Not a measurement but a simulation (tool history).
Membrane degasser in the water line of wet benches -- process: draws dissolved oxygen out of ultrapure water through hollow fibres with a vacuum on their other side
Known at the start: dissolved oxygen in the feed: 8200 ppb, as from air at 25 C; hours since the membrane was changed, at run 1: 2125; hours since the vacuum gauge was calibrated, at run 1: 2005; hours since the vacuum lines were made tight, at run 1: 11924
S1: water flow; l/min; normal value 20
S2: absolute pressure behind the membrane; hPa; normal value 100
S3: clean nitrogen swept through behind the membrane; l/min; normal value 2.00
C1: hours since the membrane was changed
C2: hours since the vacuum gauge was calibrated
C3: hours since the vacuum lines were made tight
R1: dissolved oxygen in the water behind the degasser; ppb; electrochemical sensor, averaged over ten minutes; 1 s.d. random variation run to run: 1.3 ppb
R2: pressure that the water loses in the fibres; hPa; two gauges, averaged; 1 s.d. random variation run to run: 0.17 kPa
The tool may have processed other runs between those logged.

Run 1, day 0.000: usual settings; C1 2125; C2 2005; C3 11924. Result: R1 177.5 ppb, R2 260.7 hPa.
Run 2, day 1.708: usual settings; C1 2166; C2 2046; C3 11965. Result: R1 176.7 ppb, R2 259.4 hPa.
Run 3, day 4.800: usual settings; C1 2240; C2 2120; C3 12039. Result: R1 175.3 ppb, R2 256.6 hPa.
Run 4, day 6.817: usual settings; C1 2288; C2 2168; C3 12088. Result: R1 176.1 ppb, R2 258.1 hPa.
Run 5, day 10.492: usual settings; C1 2376; C2 2257; C3 12176. Result: R1 174.4 ppb, R2 258.7 hPa.
Run 6, day 12.733: usual settings; C1 2430; C2 2310; C3 12230. Result: R1 178.4 ppb, R2 260.9 hPa.
Run 7, day 15.650: usual settings but S2 204 hPa; C1 2500; C2 2380; C3 12300. Result: R1 415.9 ppb, R2 258.3 hPa.
Run 8, day 17.471: usual settings; C1 2544; C2 2424; C3 12344. Result: R1 178.4 ppb, R2 261.4 hPa.
Run 9, day 20.458: usual settings; C1 2616; C2 2496; C3 12415. Result: R1 175.0 ppb, R2 259.9 hPa.
Run 10, day 24.179: usual settings; C1 2705; C2 2585; C3 12505. Result: R1 175.4 ppb, R2 257.0 hPa.
Run 11, day 26.671: usual settings; C1 2765; C2 2645; C3 12564. Result: R1 175.6 ppb, R2 260.2 hPa.
At day 27.000: vacuum gauge calibrated.
Run 12, day 30.183: usual settings; C1 2848; C2 76; C3 12648. Result: R1 178.4 ppb, R2 261.2 hPa.
Run 13, day 32.996: usual settings; C1 2916; C2 144; C3 12716. Result: R1 177.3 ppb, R2 257.0 hPa.
Run 14, day 35.242: usual settings but S2 90 hPa; C1 2970; C2 198; C3 12770. Result: R1 154.1 ppb, R2 261.7 hPa.
Run 15, day 37.242: usual settings; C1 3018; C2 246; C3 12818. Result: R1 178.8 ppb, R2 258.4 hPa.
At day 40.000: vacuum gauge calibrated, once more.
Run 16, day 40.783: usual settings; C1 3102; C2 19; C3 12902. Result: R1 175.0 ppb, R2 258.8 hPa.
Run 17, day 44.525: usual settings; C1 3192; C2 109; C3 12992. Result: R1 172.2 ppb, R2 258.6 hPa.
Run 18, day 46.229: usual settings but S1 18 l/min, S3 2.51 l/min; C1 3233; C2 150; C3 13033. Result: R1 127.6 ppb, R2 231.5 hPa.
Run 19, day 49.938: usual settings but S1 28 l/min; C1 3322; C2 239; C3 13122. Result: R1 247.6 ppb, R2 361.2 hPa.
Run 20, day 52.450: usual settings but S1 28 l/min; C1 3382; C2 299; C3 13182. Result: R1 248.7 ppb, R2 364.3 hPa.
Run 21, day 55.942: usual settings but S2 151 hPa, S3 5.52 l/min; C1 3466; C2 383; C3 13266. Result: R1 119.1 ppb, R2 259.7 hPa.
Run 22, day 58.933: usual settings but S2 151 hPa, S3 5.52 l/min; C1 3538; C2 454; C3 13338. Result: R1 118.7 ppb, R2 257.8 hPa.
Run 23, day 61.921: usual settings but S1 22 l/min, S2 151 hPa, S3 1.74 l/min; C1 3610; C2 526; C3 13409. Result: R1 363.6 ppb, R2 284.6 hPa.
Run 24, day 63.854: usual settings but S1 22 l/min, S2 151 hPa, S3 1.74 l/min; C1 3656; C2 573; C3 13456. Result: R1 359.4 ppb, R2 285.7 hPa.
Run 25, day 67.283: usual settings but S1 14 l/min, S2 63 hPa, S3 1.74 l/min; C1 3738; C2 655; C3 13538. Result: R1 65.7 ppb, R2 182.3 hPa.
Run 26, day 69.975: usual settings but S1 14 l/min, S2 92 hPa, S3 1.74 l/min; C1 3803; C2 719; C3 13603. Result: R1 122.3 ppb, R2 182.4 hPa.
At day 70.496: seals of the vacuum lines changed.
Run 27, day 72.117: usual settings but S1 14 l/min, S2 92 hPa, S3 1.74 l/min; C1 3852; C2 769; C3 39. Result: R1 115.6 ppb, R2 182.4 hPa.
Run 28, day 75.446: usual settings but S1 14 l/min, S2 92 hPa, S3 1.74 l/min; C1 3932; C2 849; C3 119. Result: R1 115.1 ppb, R2 181.4 hPa.
Run 29, day 78.742: usual settings but S1 30 l/min, S2 133 hPa, S3 1.65 l/min; C1 4011; C2 928; C3 198. Result: R1 434.6 ppb, R2 388.9 hPa.
Run 30, day 80.617: usual settings but S2 247 hPa, S3 2.93 l/min; C1 4056; C2 973; C3 243. Result: R1 346.5 ppb, R2 261.0 hPa.
Run 31, day 83.267: usual settings but S1 15 l/min, S2 105 hPa, S3 1.44 l/min; C1 4120; C2 1036; C3 307. Result: R1 179.0 ppb, R2 195.6 hPa.

Predict each of these 3 candidate next runs independently; none follows another, all start after run 31:
Run A, day 86.200: usual settings but S1 12 l/min, S2 139 hPa, S3 1.54 l/min; C1 4190; C2 1107; C3 377. Result: R1 ?, R2 ?.
Run B, day 86.200: usual settings but S1 15 l/min, S2 66 hPa, S3 1.44 l/min; C1 4190; C2 1107; C3 377. Result: R1 ?, R2 ?.
Run C, day 86.200: usual settings but S2 109 hPa; C1 4190; C2 1107; C3 377. Result: R1 ?, R2 ?.

run     R1     R2
  A  196.3  154.9
  B   85.6  195.2
  C  190.2  259.5
With no hidden state in the tool, these same runs would have given:
run     R1     R2
  A  195.4  152.8
  B   84.7  192.5
  C  188.6  255.9
